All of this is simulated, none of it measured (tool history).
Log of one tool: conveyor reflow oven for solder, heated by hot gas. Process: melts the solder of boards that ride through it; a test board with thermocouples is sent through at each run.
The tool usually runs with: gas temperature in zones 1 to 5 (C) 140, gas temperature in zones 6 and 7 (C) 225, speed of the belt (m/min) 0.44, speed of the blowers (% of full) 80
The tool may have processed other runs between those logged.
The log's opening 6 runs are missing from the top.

run,hour,gas temperature in zones 1 to 5 (C),gas temperature in zones 6 and 7 (C),speed of the belt (m/min),speed of the blowers (% of full),highest temperature of the board (C),time above the solder's melting point (s)
7,229.5,140,225,0.44,65,209,55
8,279.6,140,225,0.44,65,208.2,54.9
9,308.9,140,225,0.44,65,208.4,54.4
10,337.5,140,225,0.44,65,208.3,54.3
11,367.7,140,225,0.44,65,208.2,54.4
12,401.6,140,225,0.44,67,208.3,54.3
13,452.4,140,225,0.44,67,208.3,54.1
# hour 466.9: flux residue cleaned out of gas plates and filters
14,512.6,140,225,0.44,80,212,59.6
15,572.4,140,225,0.36,80,215.7,79.7
16,603.9,140,225,0.36,80,215.4,78.8
17,638.6,140,238,0.44,86,223.8,68
18,665,149,235,0.369,80,225,87.8
19,692.6,149,235,0.369,80,224.8,86.5
20,733.8,144,213,0.403,55,198.2,47.4
21,784.3,144,213,0.403,55,198.7,47.4
22,843.3,144,228,0.483,55,205.3,45.9
23,898.8,150,233,0.468,55,211.6,57
24,926,150,233,0.468,55,211.4,57.1
# hour 934.3: flux residue cleaned out of gas plates and filters
25,957.3,133,225,0.44,80,210.5,55.9
26,991.6,131,225,0.44,80,210.3,54.9
27,1049.9,146,225,0.44,80,211.5,62.2
# hour 1085.7: thermocouples of zones 6 and 7 changed
28,1097.5,140,221,0.456,51,202.4,44.1
29,1132.2,146,221,0.495,79,208.1,50.5
30,1180.9,146,221,0.495,79,207.7,50.9
# hour 1242.3: belt drive overhauled, speed set with a stopwatch
31,1242.3,144,232,0.496,88,217.6,56.4

4 options for the next run, each taken on its own from the tool as it stands now. Forecast them:
A,1284.1,152,225,0.44,72,?,?
B,1284.1,133,225,0.44,77,?,?
C,1284.1,144,232,0.496,84,?,?
D,1284.1,134,225,0.44,55,?,?

run,highest temperature of the board (C),time above the solder's melting point (s)
A,212.5,64.2
B,210.7,54.8
C,216.1,55.1
D,205.5,46.6
With no hidden state in the tool, these same runs would have given:
run,highest temperature of the board (C),time above the solder's melting point (s)
A,214.3,66.4
B,212.9,57.7
C,218.5,57.3
D,207.6,49.7
